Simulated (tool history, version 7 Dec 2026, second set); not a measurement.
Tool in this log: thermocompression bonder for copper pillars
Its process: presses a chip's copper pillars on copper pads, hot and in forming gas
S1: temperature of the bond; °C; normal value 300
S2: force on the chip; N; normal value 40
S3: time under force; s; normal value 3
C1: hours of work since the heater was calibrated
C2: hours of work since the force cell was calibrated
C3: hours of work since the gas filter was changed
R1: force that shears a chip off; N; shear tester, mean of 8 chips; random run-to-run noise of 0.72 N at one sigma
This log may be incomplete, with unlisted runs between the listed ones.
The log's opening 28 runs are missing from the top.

run,hour,S1,S2,S3,C1,C2,C3,R1
# hour 429.1: forming gas filter changed
29,435,273,41,2,265,25,4,32
30,453.3,317,40,3,276,36,15,65.3
31,467.4,317,40,3,285,45,24,64.2
32,485.8,317,40,3,296,56,35,63.5
# hour 489.2: force cell calibrated, once more
33,498.2,314,33,4,303,6,41,55.1
34,512,314,33,4,312,14,50,56.7
35,524.6,322,30,4,319,22,58,56.4
36,538.3,318,59,3,328,30,66,77.1
37,550.4,318,59,3,335,38,73,78.1
38,571.4,277,24,2,348,50,86,19.2
39,580.4,277,24,2,354,56,92,17.9
40,595.4,300,52,2,363,65,101,48.7
41,616.9,300,46,5,376,78,114,61.9

3 options for the next run, each taken on its own from the tool as it stands now. Forecast them:
A,636.9,319,51,2,388,91,126,?
B,636.9,293,40,3,388,91,126,?
C,636.9,288,46,3,388,91,126,?

run,R1
A,59.4
B,41.9
C,44.9
Stripped of hidden state, with their random variation kept, the same runs would have yielded:
run,R1
A,66.1
B,47.2
C,50.5
